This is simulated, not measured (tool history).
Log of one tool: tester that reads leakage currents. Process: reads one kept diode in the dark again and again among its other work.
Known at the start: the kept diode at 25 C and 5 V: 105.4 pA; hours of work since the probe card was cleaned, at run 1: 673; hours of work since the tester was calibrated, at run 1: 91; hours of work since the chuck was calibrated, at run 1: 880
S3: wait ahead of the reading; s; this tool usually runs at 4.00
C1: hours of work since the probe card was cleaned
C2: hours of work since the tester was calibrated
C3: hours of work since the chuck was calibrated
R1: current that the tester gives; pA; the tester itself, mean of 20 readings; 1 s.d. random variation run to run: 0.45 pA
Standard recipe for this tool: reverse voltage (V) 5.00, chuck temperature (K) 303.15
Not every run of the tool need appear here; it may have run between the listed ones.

run 1 hour=0.0 | reverse_voltage_(V)=5.00 chuck_temperature_(K)=303.15 S3=4.00 | C1=673 C2=91 C3=880 | R1=158.89
run 2 hour=128.7 | reverse_voltage_(V)=5.00 chuck_temperature_(K)=320.15 S3=4.00 | C1=726 C2=145 C3=934 | R1=632.19
run 3 hour=321.0 | reverse_voltage_(V)=5.00 chuck_temperature_(K)=320.15 S3=4.00 | C1=807 C2=226 C3=1014 | R1=629.63
run 4 hour=465.1 | reverse_voltage_(V)=5.00 chuck_temperature_(K)=320.15 S3=4.00 | C1=867 C2=286 C3=1074 | R1=629.93
run 5 hour=586.6 | reverse_voltage_(V)=5.00 chuck_temperature_(K)=320.15 S3=4.00 | C1=918 C2=337 C3=1125 | R1=629.56
run 6 hour=814.6 | reverse_voltage_(V)=5.00 chuck_temperature_(K)=320.15 S3=5.95 | C1=1014 C2=432 C3=1221 | R1=629.69
run 7 hour=965.8 | reverse_voltage_(V)=5.00 chuck_temperature_(K)=294.15 S3=5.95 | C1=1077 C2=496 C3=1284 | R1=73.60
run 8 hour=1122.0 | reverse_voltage_(V)=1.70 chuck_temperature_(K)=303.15 S3=4.00 | C1=1142 C2=561 C3=1349 | R1=98.24
run 9 hour=1286.0 | reverse_voltage_(V)=1.70 chuck_temperature_(K)=303.15 S3=4.00 | C1=1211 C2=630 C3=1418 | R1=98.25
run 10 hour=1532.0 | reverse_voltage_(V)=4.84 chuck_temperature_(K)=303.15 S3=4.00 | C1=1314 C2=733 C3=1521 | R1=156.22
-- hour=1700.2 chuck's temperature calibrated
run 11 hour=1777.9 | reverse_voltage_(V)=5.00 chuck_temperature_(K)=303.15 S3=3.91 | C1=1416 C2=835 C3=33 | R1=171.90
run 12 hour=1940.8 | reverse_voltage_(V)=5.00 chuck_temperature_(K)=303.15 S3=3.91 | C1=1484 C2=903 C3=101 | R1=171.75
run 13 hour=2144.4 | reverse_voltage_(V)=5.00 chuck_temperature_(K)=303.15 S3=3.91 | C1=1569 C2=988 C3=186 | R1=171.97
run 14 hour=2305.2 | reverse_voltage_(V)=11.28 chuck_temperature_(K)=293.15 S3=1.60 | C1=1637 C2=1055 C3=253 | R1=110.72
-- hour=2496.6 probe card cleaned and baked
run 15 hour=2499.8 | reverse_voltage_(V)=6.02 chuck_temperature_(K)=307.15 S3=0.93 | C1=1 C2=1136 C3=333 | R1=255.65
run 16 hour=2706.7 | reverse_voltage_(V)=6.02 chuck_temperature_(K)=307.15 S3=0.93 | C1=88 C2=1222 C3=420 | R1=255.34
run 17 hour=2847.4 | reverse_voltage_(V)=3.10 chuck_temperature_(K)=303.15 S3=4.00 | C1=147 C2=1281 C3=479 | R1=134.23
run 18 hour=3061.7 | reverse_voltage_(V)=3.10 chuck_temperature_(K)=303.15 S3=4.00 | C1=237 C2=1371 C3=569 | R1=134.71
run 19 hour=3323.2 | reverse_voltage_(V)=12.12 chuck_temperature_(K)=300.15 S3=0.54 | C1=346 C2=1480 C3=678 | R1=195.53
run 20 hour=3502.7 | reverse_voltage_(V)=10.14 chuck_temperature_(K)=293.15 S3=4.00 | C1=421 C2=1555 C3=753 | R1=95.15
run 21 hour=3757.4 | reverse_voltage_(V)=10.14 chuck_temperature_(K)=316.15 S3=0.42 | C1=528 C2=1662 C3=860 | R1=668.66
run 22 hour=3881.3 | reverse_voltage_(V)=10.14 chuck_temperature_(K)=316.15 S3=0.42 | C1=580 C2=1714 C3=912 | R1=665.12

Run 23 comes next. What will it give?
run 23 hour=4041.7 | reverse_voltage_(V)=10.14 chuck_temperature_(K)=316.15 S3=0.42 | C1=647 C2=1781 C3=979 | R1=?

R1: 664.87 pA
The same run, on a tool lacking any hidden state, would have yielded R1 657.88 pA.
